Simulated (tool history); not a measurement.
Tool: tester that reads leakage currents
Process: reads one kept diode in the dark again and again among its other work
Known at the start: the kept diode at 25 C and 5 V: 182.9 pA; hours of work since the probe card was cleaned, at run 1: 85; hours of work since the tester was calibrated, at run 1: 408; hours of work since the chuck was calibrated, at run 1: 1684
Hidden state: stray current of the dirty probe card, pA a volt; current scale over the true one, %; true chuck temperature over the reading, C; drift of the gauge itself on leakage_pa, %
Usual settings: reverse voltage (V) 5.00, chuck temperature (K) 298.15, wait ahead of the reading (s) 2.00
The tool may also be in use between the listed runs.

run    hour  reverse voltage (V)  chuck temperature (K)  wait ahead of the reading (s)  hours of work since the probe card was cleaned  hours of work since the tester was calibrated  hours of work since the chuck was calibrated  current that the tester gives (pA)
  1     0.0                 5.00                 298.15                           2.00                                              85                                            408                                          1684                              197.58
  2    19.0                 5.00                 298.15                           1.62                                              99                                            423                                          1698                              197.81
  3    53.4                 5.00                 298.15                           2.00                                             124                                            448                                          1724                              198.15
  4    88.8                 5.00                 298.15                           2.00                                             150                                            474                                          1750                              198.53
  5   114.4                 5.00                 298.15                           2.00                                             169                                            493                                          1769                              198.09
  6   142.1                 5.00                 298.15                           2.00                                             190                                            514                                          1789                              198.08
  7   162.0                 5.00                 326.15                           2.00                                             204                                            528                                          1804                             2159.76
  8   182.9                 5.00                 326.15                           2.00                                             220                                            544                                          1820                             2153.44
  9   217.1                 5.00                 326.15                           2.00                                             245                                            569                                          1845                             2147.11
 10   238.3                 5.00                 298.15                           2.92                                             261                                            585                                          1861                              198.86
 11   262.5                 5.00                 298.15                           2.92                                             279                                            603                                          1879                              198.51
 12   293.2                 5.00                 298.15                           2.00                                             302                                            626                                          1901                              198.57
 13   314.5                 5.00                 298.15                           2.00                                             317                                            641                                          1917                              199.25
 14   331.3                 5.00                 298.15                           2.00                                             330                                            654                                          1930                              199.73
 15   358.5                 5.00                 298.15                           2.00                                             350                                            674                                          1950                              199.43
 16   393.0                 1.56                 298.15                           2.00                                             376                                            699                                          1975                              118.24
 17   420.5                 1.56                 298.15                           2.00                                             396                                            720                                          1996                              117.95
 18   441.1                 1.56                 298.15                           2.00                                             411                                            735                                          2011                              118.13
 19   471.3                 5.00                 298.15                           2.00                                             434                                            757                                          2033                              200.15
 20   493.7                 5.00                 298.15                           6.66                                             450                                            774                                          2050                              199.68
 21   529.2                17.75                 304.15                           2.92                                             476                                            800                                          2076                              611.56
 22   560.0                 1.12                 298.15                           1.38                                             499                                            823                                          2099                              102.41
 23   584.0                 1.11                 324.15                           1.38                                             517                                            841                                          2117                              940.70
 24   605.2                 1.11                 324.15                           1.38                                             533                                            857                                          2132                              939.80
 25   631.4                 1.11                 324.15                           1.38                                             552                                            876                                          2152                              936.39
 26   651.5                 2.22                 322.15                           1.74                                             567                                            891                                          2167                             1108.06
 27   671.1                 1.21                 298.15                           0.61                                             581                                            905                                          2181                              107.01
 28   703.6                 1.18                 303.15                           2.00                                             606                                            929                                          2205                              165.30
 29   732.1                 1.34                 309.15                           0.92                                             627                                            951                                          2226                              297.99
 30   746.4                 1.34                 309.15                           0.92                                             637                                            961                                          2237                              298.66
 31   779.7                 1.34                 309.15                           0.92                                             662                                            986                                          2262                              298.48
 32   799.4                 1.34                 313.15                           1.14                                             676                                           1000                                          2276                              420.18
 33   834.2                 1.34                 313.15                           1.14                                             702                                           1026                                          2302                              418.07
 34   864.6                18.03                 320.15                           1.07                                             725                                           1049                                          2324                             2428.07
 35   890.6                15.01                 306.15                           0.65                                             744                                           1068                                          2344                              694.04
 36   914.4                15.01                 309.15                           0.63                                             762                                           1086                                          2361                              892.72
 37   947.2                 5.00                 298.15                           1.57                                             786                                           1110                                          2386                              204.17
      963.6  -- chuck's temperature calibrated
 38   964.7                 2.00                 301.15                           2.00                                             797                                           1121                                             1                              162.56
 39   987.3                 2.00                 322.15                           2.00                                             814                                           1138                                            18                              986.07
 40  1019.4                 5.00                 326.15                           4.62                                             838                                           1162                                            41                             2058.35

Measured less the same run without the tool's hidden state. The same run-to-run variation is in both; the gauge's scatter may not be:
run  current that the tester gives (pA)
  1                              +13.50
  2                              +13.61
  3                              +13.88
  4                              +14.10
  5                              +14.20
  6                              +14.36
  7                             +130.99
  8                             +131.58
  9                             +132.66
 10                              +14.98
 11                              +15.09
 12                              +15.25
 13                              +15.41
 14                              +15.55
 15                              +15.67
 16                               +9.28
 17                               +9.35
 18                               +9.43
 19                              +16.37
 20                              +16.50
 21                              +49.54
 22                               +8.46
 23                              +66.02
 24                              +66.38
 25                              +66.71
 26                              +80.43
 27                               +9.13
 28                              +13.78
 29                              +24.03
 30                              +24.19
 31                              +24.41
 32                              +33.66
 33                              +33.80
 34                             +191.52
 35                              +61.17
 36                              +77.16
 37                              +19.39
 38                               +2.88
 39                              +14.12
 40                              +30.42
